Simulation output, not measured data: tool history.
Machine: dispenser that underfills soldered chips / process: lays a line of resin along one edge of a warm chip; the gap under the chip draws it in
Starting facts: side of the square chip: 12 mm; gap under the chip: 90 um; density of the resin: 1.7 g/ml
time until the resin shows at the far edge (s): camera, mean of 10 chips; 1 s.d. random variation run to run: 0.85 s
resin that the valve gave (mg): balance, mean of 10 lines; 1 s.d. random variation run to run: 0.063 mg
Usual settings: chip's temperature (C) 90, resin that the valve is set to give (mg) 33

run	day	chip's temperature (C)	resin that the valve is set to give (mg)	time until the resin shows at the far edge (s)	resin that the valve gave (mg)
1	0	90	33	131.1	31.76
# day 0.054: new syringe of resin
2	0.146	90	33	86.9	31.62
3	0.362	90	33.3	111.8	31.94
# day 0.533: new syringe of resin
4	0.575	80	33.3	123.5	31.91
# day 0.638: dispensing valve cleaned and set on the balance
5	0.846	90	33	107.3	32.75
6	1.012	90	31.3	128	31.06
# day 1.062: new syringe of resin
7	1.167	103	33	55.4	32.67
8	1.288	80	37.4	153.7	37.06
9	1.417	80	37.4	176.5	37.16
# day 1.546: new syringe of resin
10	1.667	80	37.4	139	37.04
11	1.942	89	35	129	34.47
# day 2.025: new syringe of resin
12	2.229	102	30.3	65.6	29.88
13	2.475	97	33.8	100.9	33.11

Below are 3 alternative next runs, each starting from the tool's condition after run 13. Predict each:
# day 2.504: new syringe of resin
A	2.633	91	31	?	?
# day 2.504: new syringe of resin
B	2.633	91	33.9	?	?
# day 2.504: new syringe of resin
C	2.633	100	33.8	?	?

run	time until the resin shows at the far edge (s)	resin that the valve gave (mg)
A	89.1	30.35
B	89.4	33.34
C	61.3	33.24
Stripped of hidden state, with their random variation kept, the same runs would have yielded:
run	time until the resin shows at the far edge (s)	resin that the valve gave (mg)
A	76.2	30.9
B	76.6	33.95
C	52.5	33.84
